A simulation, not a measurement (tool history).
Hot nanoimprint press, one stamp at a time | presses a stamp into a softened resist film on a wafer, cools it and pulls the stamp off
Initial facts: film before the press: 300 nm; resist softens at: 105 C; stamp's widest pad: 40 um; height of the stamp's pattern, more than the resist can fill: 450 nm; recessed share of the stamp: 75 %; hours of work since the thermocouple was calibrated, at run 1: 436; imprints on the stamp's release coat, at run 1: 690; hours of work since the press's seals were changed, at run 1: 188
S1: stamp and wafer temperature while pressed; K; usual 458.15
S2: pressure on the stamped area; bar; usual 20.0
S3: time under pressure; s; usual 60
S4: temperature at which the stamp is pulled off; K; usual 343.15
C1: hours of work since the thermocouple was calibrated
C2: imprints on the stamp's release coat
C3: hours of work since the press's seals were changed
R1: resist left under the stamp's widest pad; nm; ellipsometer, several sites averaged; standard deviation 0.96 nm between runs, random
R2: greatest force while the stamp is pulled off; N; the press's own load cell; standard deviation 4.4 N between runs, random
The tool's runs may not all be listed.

run,hour,S1,S2,S3,S4,C1,C2,C3,R1,R2
1,0.0,458.15,20.0,60,343.15,436,690,188,141.2,247
2,47.2,458.15,20.0,60,351.15,466,840,218,141.0,218
3,77.4,458.15,20.0,52,351.15,486,935,238,149.5,221
# hour 108.3: stamp cleaned and given a new release coat
4,141.2,458.15,20.0,52,351.15,523,105,275,150.6,190
# hour 174.4: plate thermocouple calibrated
5,194.7,458.15,20.0,52,351.15,13,265,307,145.5,188
6,239.6,458.15,20.0,52,351.15,42,408,335,145.3,194
7,294.3,458.15,20.0,52,351.15,77,581,370,147.0,209
8,343.7,458.15,13.3,60,343.15,108,738,402,166.0,255
9,383.2,458.15,21.3,60,343.15,133,864,427,134.4,255
# hour 435.4: stamp cleaned and given a new release coat
10,452.7,467.15,29.6,60,332.15,174,55,468,89.0,271
11,490.7,468.15,22.1,32,332.15,198,176,492,127.3,265

Forecast each of these 4 alternatives for the next run:
A,517.4,460.15,18.6,101,332.15,215,260,509,?,?
B,517.4,448.15,31.6,67,332.15,215,260,509,?,?
C,517.4,458.15,13.4,60,343.15,215,260,509,?,?
D,517.4,468.15,18.5,32,346.15,215,260,509,?,?

run,R1,R2
A,113.8,285
B,146.9,289
C,169.1,229
D,140.1,219
The same runs, with their run-to-run variation unchanged, on a tool lacking any hidden condition would have given:
run,R1,R2
A,110.0,267
B,140.3,271
C,165.1,214
D,136.0,205

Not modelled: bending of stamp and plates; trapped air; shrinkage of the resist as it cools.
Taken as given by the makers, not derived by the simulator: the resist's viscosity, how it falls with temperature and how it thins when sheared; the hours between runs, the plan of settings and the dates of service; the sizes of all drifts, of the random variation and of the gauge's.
